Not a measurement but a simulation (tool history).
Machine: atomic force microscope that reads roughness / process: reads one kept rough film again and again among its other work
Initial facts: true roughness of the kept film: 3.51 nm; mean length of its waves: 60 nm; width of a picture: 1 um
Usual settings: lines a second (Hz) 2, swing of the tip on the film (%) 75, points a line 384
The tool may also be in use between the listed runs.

run  hour  lines a second (Hz)  swing of the tip on the film (%)  points a line  roughness of the kept film (nm (root mean square))
  1     0                    2                                75            384                                               3.101
  2  10.3                    2                                75            384                                               3.114
  3  25.8                    2                                75            384                                               3.094
  4  34.3                    2                                75            384                                               3.078
  5  45.5                    2                                75            384                                               3.087
  6  60.8                    2                                75            384                                               3.123
  7  74.1                  1.5                                65            384                                               3.222
  8  89.9                 3.89                                75            384                                               2.876
  9  98.2                 1.95                                81            494                                               3.018
 10   108                  1.8                                77            446                                               3.107

Branching from run 10: 5 alternative next runs. What would each branch give?
  A  117.3                 0.72                                74            370                                                   ?
  B  117.3                 1.97                                71            276                                                   ?
  C  117.3                 1.95                                75            567                                                   ?
  D  117.3                  0.6                                75            960                                                   ?
  E  117.3                 1.16                                77            500                                                   ?

run  roughness of the kept film (nm (root mean square))
  A                                                3.26
  B                                               3.148
  C                                                3.11
  D                                               3.288
  E                                               3.164
With the hidden condition removed and each run's random variation left untouched, the same runs would have given:
run  roughness of the kept film (nm (root mean square))
  A                                               3.269
  B                                               3.157
  C                                               3.119
  D                                               3.297
  E                                               3.173

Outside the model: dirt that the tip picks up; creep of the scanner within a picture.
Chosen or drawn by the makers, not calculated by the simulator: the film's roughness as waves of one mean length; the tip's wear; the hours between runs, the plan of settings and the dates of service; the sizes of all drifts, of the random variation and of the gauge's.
